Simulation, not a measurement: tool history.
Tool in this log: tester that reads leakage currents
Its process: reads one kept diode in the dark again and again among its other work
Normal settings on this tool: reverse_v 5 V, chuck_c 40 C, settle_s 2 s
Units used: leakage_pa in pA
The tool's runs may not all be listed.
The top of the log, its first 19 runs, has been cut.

run	hour	reverse_v	chuck_c	settle_s	leakage_pa
20	2369	1.9	40	2	196.84
21	2493.6	1.87	40	2	196.74
22	2635.7	1.87	40	2	196.97
23	2804.5	1.6	27	0.97	66.35
24	2973.2	7.96	27	2	164.95
25	3090.1	5	32	2	187.19
26	3195.6	2.6	49	0.52	462.08
27	3348.1	2.6	49	0.52	460.8
28	3478	5	40	4.74	344.18
29	3599.5	5	59	5.99	1324.55
30	3672.4	16.1	59	8.74	2506.14
31	3752.3	16.1	59	8.74	2504.68
32	3847.7	2.26	30	9.41	104.71
33	3987	2.26	30	9.41	105.68
34	4109.1	2.26	24	3.33	65.79
35	4257.1	2.26	24	3.33	66.24
# hour 4330.5: tester calibrated
36	4381.2	5	40	0.85	347.48
37	4531.9	9.39	59	0.4	1858.43
38	4664.8	1.69	20	3.32	40.96

5 ways to go on from here, each from the tool as it stands after run 38. What would each give?
# hour 4753.7: chuck's temperature calibrated
A	4789	11.9	50	9.83	?
# hour 4753.7: chuck's temperature calibrated
B	4789	1.69	25	2.85	?
# hour 4753.7: chuck's temperature calibrated
C	4789	2.09	34	3.57	?
# hour 4753.7: chuck's temperature calibrated
D	4789	4.36	20	3.32	?
# hour 4753.7: chuck's temperature calibrated
E	4789	5	25	6.09	?

run	leakage_pa
A	1085.92
B	57.2
C	129.25
D	67.7
E	106.65
What these runs would have given with no unlogged condition in the tool:
run	leakage_pa
A	1068.39
B	54.05
C	125.82
D	58.84
E	96.74
